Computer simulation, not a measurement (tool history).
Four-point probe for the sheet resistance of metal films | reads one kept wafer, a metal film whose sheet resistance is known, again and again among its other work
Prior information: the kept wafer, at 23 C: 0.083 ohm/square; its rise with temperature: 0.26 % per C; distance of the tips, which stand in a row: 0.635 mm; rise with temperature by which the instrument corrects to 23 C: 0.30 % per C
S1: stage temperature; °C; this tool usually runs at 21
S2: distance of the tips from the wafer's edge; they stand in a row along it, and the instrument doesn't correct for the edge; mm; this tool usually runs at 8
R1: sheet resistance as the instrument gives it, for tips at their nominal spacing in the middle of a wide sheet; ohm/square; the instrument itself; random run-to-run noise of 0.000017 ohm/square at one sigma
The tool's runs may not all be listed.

run,day,S1,S2,R1
1,0,21,8,0.083345
2,0.504,21,8,0.083347
3,1.088,21,8,0.083374
4,1.688,21,8,0.083356
5,2.325,21,8,0.083341
6,2.854,29,8,0.083083
7,3.338,35,8,0.082883
# day 3.721: stage's thermometer calibrated
8,3.767,21,8,0.08334
9,4.388,21,8,0.083319
10,4.817,21,6,0.083556
11,5.383,21,8,0.083361
12,5.892,27,8,0.08315
13,6.404,26,8,0.083194
14,6.95,21,8,0.083357
15,7.529,21,8,0.083352
16,8.062,21,8,0.083355
17,8.55,21,8,0.08337
18,9.042,21,8,0.08338
19,9.371,21,8,0.083371
20,9.792,21,8,0.083369
21,10.142,21,8,0.083372
22,10.538,21,8,0.083349
23,10.933,21,8,0.083374
24,11.558,21,8,0.083347
25,11.929,31,11,0.082878
26,12.321,19,54,0.083113
27,12.712,18,8,0.083449
28,13.225,18,8,0.083489
29,13.608,18,8,0.083453
30,14.079,29,11,0.082954
31,14.625,21,4,0.084171
32,14.954,21,4,0.084197
33,15.6,25,6,0.083411
34,15.983,26,6,0.083416
35,16.35,28,24,0.082872
36,16.904,27,4,0.083978
37,17.325,19,9,0.083345
38,17.912,19,9,0.083361
39,18.333,19,6,0.083622
40,18.654,19,12,0.083245
41,19.079,21,47,0.083053
42,19.588,22,8,0.083288
43,20.046,22,5,0.08373
44,20.6,19,14,0.083212
45,20.95,30,12,0.082896

Branching from run 45: 3 alternative next runs. What would each branch give?
A,21.479,34,68,?
B,21.479,30,6,?
C,21.479,19,41,?

run,R1
A,0.082638
B,0.083259
C,0.083163
Take away the tool's hidden state, keep each run's random variation, and the runs would have read:
run,R1
A,0.082644
B,0.083265
C,0.083169
